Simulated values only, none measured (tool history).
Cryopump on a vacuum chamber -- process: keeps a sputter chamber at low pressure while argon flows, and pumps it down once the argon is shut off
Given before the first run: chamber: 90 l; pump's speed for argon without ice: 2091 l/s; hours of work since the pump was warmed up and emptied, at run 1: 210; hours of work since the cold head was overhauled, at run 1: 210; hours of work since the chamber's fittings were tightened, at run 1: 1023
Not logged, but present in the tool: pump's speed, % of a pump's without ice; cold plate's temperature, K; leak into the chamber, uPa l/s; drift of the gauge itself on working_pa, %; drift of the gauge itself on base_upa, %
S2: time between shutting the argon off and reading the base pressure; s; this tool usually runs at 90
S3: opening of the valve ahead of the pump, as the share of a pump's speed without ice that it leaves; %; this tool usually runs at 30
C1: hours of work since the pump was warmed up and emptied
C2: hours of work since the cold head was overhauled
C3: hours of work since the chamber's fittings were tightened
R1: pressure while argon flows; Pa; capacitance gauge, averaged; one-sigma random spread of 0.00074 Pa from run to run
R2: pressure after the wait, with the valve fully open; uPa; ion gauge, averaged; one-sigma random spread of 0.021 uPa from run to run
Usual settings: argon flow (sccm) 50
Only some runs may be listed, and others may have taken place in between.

{"run": 1, "hour": 0.0, "argon flow (sccm)": 50, "S2": 90, "S3": 30, "C1": 210, "C2": 210, "C3": 1023, "R1": 0.1377, "R2": 0.69}
{"run": 2, "hour": 95.2, "argon flow (sccm)": 50, "S2": 90, "S3": 30, "C1": 256, "C2": 256, "C3": 1069, "R1": 0.1387, "R2": 0.73}
{"run": 3, "hour": 178.2, "argon flow (sccm)": 50, "S2": 90, "S3": 30, "C1": 296, "C2": 296, "C3": 1108, "R1": 0.1396, "R2": 0.67}
{"run": 4, "hour": 263.1, "argon flow (sccm)": 50, "S2": 90, "S3": 30, "C1": 336, "C2": 336, "C3": 1149, "R1": 0.1395, "R2": 0.71}
{"run": 5, "hour": 390.2, "argon flow (sccm)": 50, "S2": 90, "S3": 30, "C1": 397, "C2": 397, "C3": 1210, "R1": 0.1401, "R2": 0.74}
{"run": 6, "hour": 497.4, "argon flow (sccm)": 50, "S2": 90, "S3": 30, "C1": 449, "C2": 449, "C3": 1261, "R1": 0.1421, "R2": 0.78}
{"run": 7, "hour": 577.8, "argon flow (sccm)": 50, "S2": 94, "S3": 18, "C1": 487, "C2": 487, "C3": 1300, "R1": 0.2334, "R2": 0.81}
{"run": 8, "hour": 663.5, "argon flow (sccm)": 50, "S2": 77, "S3": 23, "C1": 528, "C2": 528, "C3": 1341, "R1": 0.1836, "R2": 0.84}
{"run": 9, "hour": 781.0, "argon flow (sccm)": 50, "S2": 77, "S3": 23, "C1": 585, "C2": 585, "C3": 1397, "R1": 0.1842, "R2": 0.82}
{"run": 10, "hour": 865.8, "argon flow (sccm)": 50, "S2": 77, "S3": 23, "C1": 625, "C2": 625, "C3": 1438, "R1": 0.186, "R2": 0.85}
{"run": 11, "hour": 964.9, "argon flow (sccm)": 50, "S2": 77, "S3": 23, "C1": 673, "C2": 673, "C3": 1486, "R1": 0.1862, "R2": 0.95}

3 options for the next run, each taken on its own from the tool as it stands now. Forecast them:
{"run": "A", "hour": 1044.6, "argon flow (sccm)": 50, "S2": 70, "S3": 30, "C1": 711, "C2": 711, "C3": 1524, "R1": "?", "R2": "?"}
{"run": "B", "hour": 1044.6, "argon flow (sccm)": 26, "S2": 180, "S3": 30, "C1": 711, "C2": 711, "C3": 1524, "R1": "?", "R2": "?"}
{"run": "C", "hour": 1044.6, "argon flow (sccm)": 75, "S2": 77, "S3": 23, "C1": 711, "C2": 711, "C3": 1524, "R1": "?", "R2": "?"}

run=A R1=0.1464 R2=0.95
run=B R1=0.0758 R2=0.74
run=C R1=0.2800 R2=0.88
Stripped of hidden state, with their random variation kept, the same runs would have yielded:
run=A R1=0.1349 R2=0.55
run=B R1=0.0699 R2=0.33
run=C R1=0.2629 R2=0.48
